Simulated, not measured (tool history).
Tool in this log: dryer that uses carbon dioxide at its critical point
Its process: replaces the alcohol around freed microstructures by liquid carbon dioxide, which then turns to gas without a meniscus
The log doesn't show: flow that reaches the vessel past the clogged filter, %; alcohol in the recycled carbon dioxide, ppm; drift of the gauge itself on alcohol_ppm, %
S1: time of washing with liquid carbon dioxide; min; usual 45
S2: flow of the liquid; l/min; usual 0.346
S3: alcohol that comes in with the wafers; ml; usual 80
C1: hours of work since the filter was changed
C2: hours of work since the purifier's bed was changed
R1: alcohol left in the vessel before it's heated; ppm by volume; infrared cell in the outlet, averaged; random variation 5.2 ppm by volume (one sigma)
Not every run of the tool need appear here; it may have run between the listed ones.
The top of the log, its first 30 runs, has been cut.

Run 31, hour 1186.5: usual settings but S1 30 min, S2 0.230 l/min, S3 46 ml; C1 60; C2 573. Result: R1 1661 ppm by volume.
Run 32, hour 1226.8: usual settings but S1 30 min, S2 0.230 l/min, S3 46 ml; C1 76; C2 590. Result: R1 1636 ppm by volume.
Run 33, hour 1269.1: usual settings but S1 30 min, S2 0.230 l/min, S3 46 ml; C1 93; C2 607. Result: R1 1685 ppm by volume.
Run 34, hour 1305.6: usual settings but S1 30 min, S2 0.230 l/min, S3 46 ml; C1 108; C2 621. Result: R1 1753 ppm by volume.
Run 35, hour 1345.0: usual settings but S1 32 min, S3 20 ml; C1 124; C2 637. Result: R1 325 ppm by volume.
Run 36, hour 1393.4: usual settings but S1 58 min, S3 78 ml; C1 143; C2 657. Result: R1 200 ppm by volume.
Run 37, hour 1437.3: usual settings but S2 0.272 l/min, S3 23 ml; C1 161; C2 675. Result: R1 273 ppm by volume.
Run 38, hour 1480.3: usual settings but S1 30 min, S3 35 ml; C1 178; C2 692. Result: R1 543 ppm by volume.
Run 39, hour 1520.9: usual settings but S1 28 min, S2 0.507 l/min, S3 35 ml; C1 195; C2 709. Result: R1 281 ppm by volume.
Run 40, hour 1542.8: usual settings but S1 55 min, S2 0.408 l/min, S3 109 ml; C1 204; C2 717. Result: R1 198 ppm by volume.
Run 41, hour 1593.9: usual settings but S1 55 min, S2 0.402 l/min, S3 93 ml; C1 224; C2 738. Result: R1 196 ppm by volume.
Run 42, hour 1646.9: usual settings but S1 55 min, S2 0.402 l/min, S3 93 ml; C1 246; C2 760. Result: R1 216 ppm by volume.
Run 43, hour 1685.4: usual settings but S1 36 min, S2 0.331 l/min, S3 24 ml; C1 261; C2 775. Result: R1 352 ppm by volume.
Run 44, hour 1730.6: usual settings but S1 33 min, S2 0.549 l/min, S3 53 ml; C1 280; C2 793. Result: R1 241 ppm by volume.
Run 45, hour 1784.0: usual settings but S1 49 min, S2 0.549 l/min, S3 98 ml; C1 301; C2 815. Result: R1 209 ppm by volume.

Run 46 is up next; what results do you expect?
Run 46, hour 1811.1: usual settings but S1 30 min, S3 91 ml; C1 312; C2 826. Result: R1 ?.

Run 46 measured R1 1279 ppm by volume.
Without the tool's hidden state the same run would have given R1 740 ppm by volume.
